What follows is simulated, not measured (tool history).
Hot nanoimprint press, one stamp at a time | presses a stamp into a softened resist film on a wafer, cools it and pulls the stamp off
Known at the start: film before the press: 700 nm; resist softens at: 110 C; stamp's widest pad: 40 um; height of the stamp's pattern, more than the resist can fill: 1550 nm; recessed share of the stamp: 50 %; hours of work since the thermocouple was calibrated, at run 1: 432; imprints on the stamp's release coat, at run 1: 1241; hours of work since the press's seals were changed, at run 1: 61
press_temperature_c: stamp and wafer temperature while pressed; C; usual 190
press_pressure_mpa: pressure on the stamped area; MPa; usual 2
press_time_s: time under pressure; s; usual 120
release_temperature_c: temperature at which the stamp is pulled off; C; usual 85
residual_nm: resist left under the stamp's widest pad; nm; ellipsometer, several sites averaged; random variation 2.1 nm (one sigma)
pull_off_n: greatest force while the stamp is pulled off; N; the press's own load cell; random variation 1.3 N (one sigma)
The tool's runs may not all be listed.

run    day  press_temperature_c  press_pressure_mpa  press_time_s  release_temperature_c  hours of work since the thermocouple was calibrated  imprints on the stamp's release coat  hours of work since the press's seals were changed  residual_nm  pull_off_n
  1      0                  190                   2           120                     85                                                  432                                  1241                                                  61        407.8         185
  2  0.175                  190                   2           120                     85                                                  434                                  1256                                                  64        410.6         184
  3  0.538                  190                   2           120                     85                                                  440                                  1288                                                  69        408.8         186
  4    0.7                  190                   2           120                     85                                                  442                                  1302                                                  72        412.7         182
  5  1.038                  190                   2           120                     85                                                  447                                  1331                                                  77        413.1         183
  6    1.3                  190                1.45           120                     85                                                  451                                  1354                                                  81        460.2         184
  7  1.479                  190                1.45           120                     85                                                  454                                  1369                                                  84        458.1         184
  8  1.771                  190                1.45           120                     85                                                  458                                  1395                                                  88        461.1         185
     2.071  -- plate thermocouple calibrated
  9  2.071                  190                1.45           120                     85                                                    0                                  1410                                                  90        461.6         186
 10  2.275                  190                   2           120                     85                                                    3                                  1427                                                  94        413.4         187
 11  2.617                  183                   2           120                     85                                                    8                                  1457                                                  99        519.4         183
 12  2.779                  190                   2           120                     85                                                   11                                  1471                                                 101        412.4         184
 13  3.158                  190                   2           120                     85                                                   16                                  1504                                                 107        408.4         186
 14  3.329                  190                   2           120                     85                                                   19                                  1519                                                 109        413.5         186
 15   3.55                  190                   2           120                     85                                                   22                                  1538                                                 113        414.7         184
 16  3.921                  190                1.37           120                     85                                                   28                                  1570                                                 118        467.9         182
 17  4.312                  187                1.62            95                     91                                                   34                                  1604                                                 124        515.1         157
     4.854  -- stamp cleaned and given a new release coat
 18  4.854                  181                1.79           239                     86                                                   38                                     0                                                 128        486.2         178
 19  5.238                  181                1.79           239                     80                                                   44                                    33                                                 134        483.3         208
 20  5.467                  197                   2            95                     77                                                   47                                    53                                                 138        338.7         223
 21  5.829                  193                1.39           213                     85                                                   53                                    84                                                 143        349.1         183
 22  6.192                  190                2.96            96                     85                                                   58                                   116                                                 149        376.4         186
 23  6.362                  190                   2           176                     71                                                   61                                   130                                                 151        363.4         247
 24  6.596                  185                   2           120                     88                                                   64                                   150                                                 155        491.2         169
 25  6.767                  190                1.56           131                     85                                                   67                                   165                                                 157          439         182
 26  7.079                  200                1.56           125                     85                                                   71                                   192                                                 162        302.5         183
 27    7.3                  200                1.56           125                     85                                                   75                                   211                                                 165        303.2         183
 28  7.496                  200                1.56           125                     85                                                   78                                   228                                                 168        304.6         183
 29  7.888                  190                 1.9           132                     85                                                   83                                   262                                                 174        404.4         183

Forecast each of these 5 alternatives for the next run:
  A  8.092                  179                1.87           132                     85                                                   87                                   280                                                 177            ?           ?
  B  8.092                  200                 1.9            76                     92                                                   87                                   280                                                 177            ?           ?
  C  8.092                  190                 1.9            71                     85                                                   87                                   280                                                 177            ?           ?
  D  8.092                  190                1.44           132                     82                                                   87                                   280                                                 177            ?           ?
  E  8.092                  200                   2           215                     72                                                   87                                   280                                                 177            ?           ?

run  residual_nm  pull_off_n
  A        580.1         181
  B        333.5         150
  C        483.8         182
  D        445.9         200
  E        216.2         246
Without the tool's hidden state the same runs would have given:
run  residual_nm  pull_off_n
  A        580.7         181
  B          334         150
  C        484.4         182
  D        446.5         200
  E        216.6         246
